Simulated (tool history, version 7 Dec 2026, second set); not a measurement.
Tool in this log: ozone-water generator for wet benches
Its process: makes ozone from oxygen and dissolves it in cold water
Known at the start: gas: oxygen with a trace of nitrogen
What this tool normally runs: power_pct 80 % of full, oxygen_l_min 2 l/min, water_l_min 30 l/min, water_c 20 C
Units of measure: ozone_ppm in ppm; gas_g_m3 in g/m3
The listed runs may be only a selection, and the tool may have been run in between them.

| run | day | power_pct | oxygen_l_min | water_l_min | water_c | ozone_ppm | gas_g_m3 |
|---|---|---|---|---|---|---|---|
| 1 | 0 | 80 | 2 | 30 | 20 | 9.3 | 202.7 |
|  | 6.421 | contactor cleaned |
| 2 | 8.108 | 80 | 2 | 30 | 20 | 9.5 | 201.9 |
| 3 | 13.5 | 80 | 2 | 30 | 20 | 9.5 | 202.9 |
| 4 | 21.738 | 80 | 2 | 30 | 20 | 9.3 | 201.2 |
| 5 | 26.017 | 80 | 2 | 30 | 20 | 9.5 | 200.4 |
| 6 | 34.204 | 80 | 2 | 30 | 20 | 9.2 | 198.7 |
| 7 | 42.125 | 80 | 2 | 30 | 20 | 9.1 | 196.7 |
| 8 | 49.383 | 80 | 2 | 30 | 20 | 9.1 | 196 |
| 9 | 57.667 | 80 | 2 | 30 | 20 | 9 | 193.6 |
| 10 | 67.008 | 80 | 2 | 30 | 14 | 9.3 | 192.1 |
| 11 | 72.633 | 80 | 2 | 30 | 14 | 9.4 | 191.6 |
| 12 | 81.533 | 80 | 2 | 30 | 20 | 8.5 | 190 |
| 13 | 89.496 | 80 | 2 | 30 | 15 | 8.8 | 189.8 |
|  | 95.038 | water thermometer calibrated |
| 14 | 95.496 | 80 | 2 | 30 | 15 | 9 | 187.5 |
| 15 | 103.788 | 80 | 2 | 30 | 15 | 8.8 | 186.8 |
| 16 | 112.538 | 80 | 2 | 30 | 15 | 8.7 | 184.8 |
| 17 | 116.508 | 80 | 2 | 30 | 15 | 8.8 | 184.5 |
| 18 | 122.496 | 78 | 2 | 30 | 16 | 8.3 | 179.3 |
| 19 | 128.204 | 78 | 2 | 43 | 21 | 5.8 | 178.2 |
|  | 133.212 | contactor cleaned |
| 20 | 133.212 | 78 | 2 | 43 | 21 | 6.2 | 179.5 |
| 21 | 138.033 | 80 | 1.1 | 31 | 20 | 6.7 | 251.1 |
| 22 | 146.733 | 80 | 1.1 | 31 | 20 | 6.5 | 247.2 |
| 23 | 155.842 | 69 | 3.57 | 45 | 20 | 6 | 118.1 |
| 24 | 162.183 | 50 | 3.42 | 26 | 20 | 7.6 | 94.8 |
| 25 | 167.767 | 50 | 3.42 | 26 | 20 | 7.4 | 94.3 |
| 26 | 176.708 | 69 | 1.84 | 19 | 23 | 10.5 | 165.7 |
| 27 | 183.979 | 96 | 2 | 30 | 20 | 9.1 | 199.5 |
| 28 | 190.283 | 57 | 2 | 30 | 14 | 6.6 | 135.9 |
| 29 | 196.862 | 88 | 1.67 | 27 | 17 | 9.1 | 200.6 |

Run 30 has not been measured yet. What should we expect?
| 30 | 205.071 | 88 | 1.67 | 27 | 17 | ? | ? |

Run 30 came out at ozone_ppm 8.9 ppm, gas_g_m3 198.6 g/m3.
Take away the tool's hidden state, keep the run-to-run variation as it was, and the same run would have given ozone_ppm 11.2 ppm, gas_g_m3 246.8 g/m3.

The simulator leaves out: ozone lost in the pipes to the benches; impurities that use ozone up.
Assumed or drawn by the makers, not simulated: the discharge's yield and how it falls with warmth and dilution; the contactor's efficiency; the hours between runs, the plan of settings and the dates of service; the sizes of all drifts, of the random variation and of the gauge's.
